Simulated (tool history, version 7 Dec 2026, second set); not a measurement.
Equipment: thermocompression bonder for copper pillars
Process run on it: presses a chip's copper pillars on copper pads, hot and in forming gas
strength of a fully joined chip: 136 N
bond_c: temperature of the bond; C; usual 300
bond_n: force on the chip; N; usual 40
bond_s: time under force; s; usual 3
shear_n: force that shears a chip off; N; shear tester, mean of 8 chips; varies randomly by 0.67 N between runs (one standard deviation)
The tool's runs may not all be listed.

Run 1, hour 0.0: usual settings. Result: shear_n 90.1 N.
Run 2, hour 22.7: usual settings. Result: shear_n 88.9 N.
Run 3, hour 45.5: usual settings but bond_n 52 N. Result: shear_n 102.4 N.
Run 4, hour 58.8: usual settings but bond_n 52 N. Result: shear_n 102.6 N.
Run 5, hour 74.3: usual settings but bond_n 52 N. Result: shear_n 103.1 N.
Run 6, hour 98.5: usual settings but bond_n 52 N. Result: shear_n 102.7 N.
Run 7, hour 119.6: usual settings. Result: shear_n 89.9 N.
Run 8, hour 141.9: usual settings. Result: shear_n 89.3 N.
Run 9, hour 168.3: usual settings. Result: shear_n 88.9 N.
Run 10, hour 187.6: usual settings. Result: shear_n 89.3 N.
Run 11, hour 208.8: usual settings. Result: shear_n 88.3 N.
Run 12, hour 221.5: usual settings. Result: shear_n 88.1 N.
Run 13, hour 249.6: usual settings. Result: shear_n 87.6 N.
Run 14, hour 265.2: usual settings. Result: shear_n 88.3 N.
Run 15, hour 283.4: usual settings but bond_n 54 N. Result: shear_n 102.3 N.
Run 16, hour 309.5: usual settings but bond_n 54 N. Result: shear_n 103.3 N.
Run 17, hour 330.0: usual settings but bond_n 54 N. Result: shear_n 102.0 N.
Run 18, hour 349.4: usual settings but bond_n 54 N. Result: shear_n 100.6 N.
Run 19, hour 369.0: usual settings but bond_n 54 N. Result: shear_n 100.9 N.
Run 20, hour 389.5: usual settings. Result: shear_n 86.6 N.
Run 21, hour 415.5: usual settings. Result: shear_n 86.8 N.
Run 22, hour 439.8: usual settings but bond_c 321 C, bond_s 5 s. Result: shear_n 110.8 N.
Run 23, hour 462.6: usual settings but bond_c 321 C, bond_s 5 s. Result: shear_n 109.4 N.
Run 24, hour 477.6: usual settings but bond_c 321 C, bond_n 32 N, bond_s 5 s. Result: shear_n 98.9 N.
Run 25, hour 492.8: usual settings but bond_c 321 C, bond_n 32 N, bond_s 5 s. Result: shear_n 100.3 N.
Run 26, hour 519.2: usual settings but bond_c 294 C, bond_n 25 N, bond_s 5 s. Result: shear_n 72.5 N.
Run 27, hour 534.3: usual settings but bond_c 294 C, bond_n 58 N, bond_s 7 s. Result: shear_n 114.0 N.
Run 28, hour 562.2: usual settings but bond_c 294 C, bond_n 46 N, bond_s 5 s. Result: shear_n 99.8 N.
Run 29, hour 588.7: usual settings but bond_c 289 C, bond_n 46 N, bond_s 6 s. Result: shear_n 99.9 N.
At hour 603.7: forming gas filter changed.
Run 30, hour 603.9: usual settings but bond_c 289 C, bond_n 59 N. Result: shear_n 105.0 N.
Run 31, hour 625.6: usual settings but bond_c 317 C, bond_n 33 N, bond_s 2 s. Result: shear_n 84.5 N.
Run 32, hour 653.6: usual settings but bond_c 299 C, bond_n 26 N, bond_s 2 s. Result: shear_n 60.8 N.
Run 33, hour 677.4: usual settings but bond_c 299 C, bond_n 26 N, bond_s 2 s. Result: shear_n 59.9 N.
Run 34, hour 702.1: usual settings but bond_c 299 C, bond_n 26 N, bond_s 2 s. Result: shear_n 59.7 N.
Run 35, hour 720.8: usual settings but bond_c 299 C, bond_n 26 N, bond_s 2 s. Result: shear_n 58.9 N.
Run 36, hour 734.4: usual settings but bond_c 325 C, bond_n 48 N. Result: shear_n 113.5 N.
Run 37, hour 753.8: usual settings but bond_c 310 C, bond_n 25 N, bond_s 6 s. Result: shear_n 91.3 N.
Run 38, hour 775.0: usual settings but bond_n 30 N. Result: shear_n 75.8 N.
Run 39, hour 792.2: usual settings but bond_n 30 N. Result: shear_n 75.9 N.
Run 40, hour 806.9: usual settings but bond_c 329 C, bond_n 60 N, bond_s 7 s. Result: shear_n 130.1 N.

For some of the steps in shear_n from one run to the next: how much would appear even if the tool had no hidden state, given the settings, what came in and random variation, and how much remains for the hidden state plus any gauge scatter that the measured result and the result without hidden state don't share?
The tool's hidden condition here consists of: true temperature of the bond over the reading, C; force that reaches the chip, % of what is set; oxide that the forming gas leaves, % of the face; drift of the gauge itself on shear_n, %.
Run 26 -> 27: bond_n 25 -> 58, bond_s 5 -> 7. shear_n +41.5 N: hidden state -4.8, all else +46.3.
Run 29 -> 30: bond_n 46 -> 59, bond_s 6 -> 3, forming gas filter changed. shear_n +5.1 N: hidden state +8.3, all else -3.2.
Run 35 -> 36: bond_c 299 -> 325, bond_n 26 -> 48, bond_s 2 -> 3. shear_n +54.6 N: hidden state -1.6, all else +56.2.
Run 39 -> 40: bond_c 300 -> 329, bond_n 30 -> 60, bond_s 3 -> 7. shear_n +54.2 N: hidden state -5.8, all else +60.0.
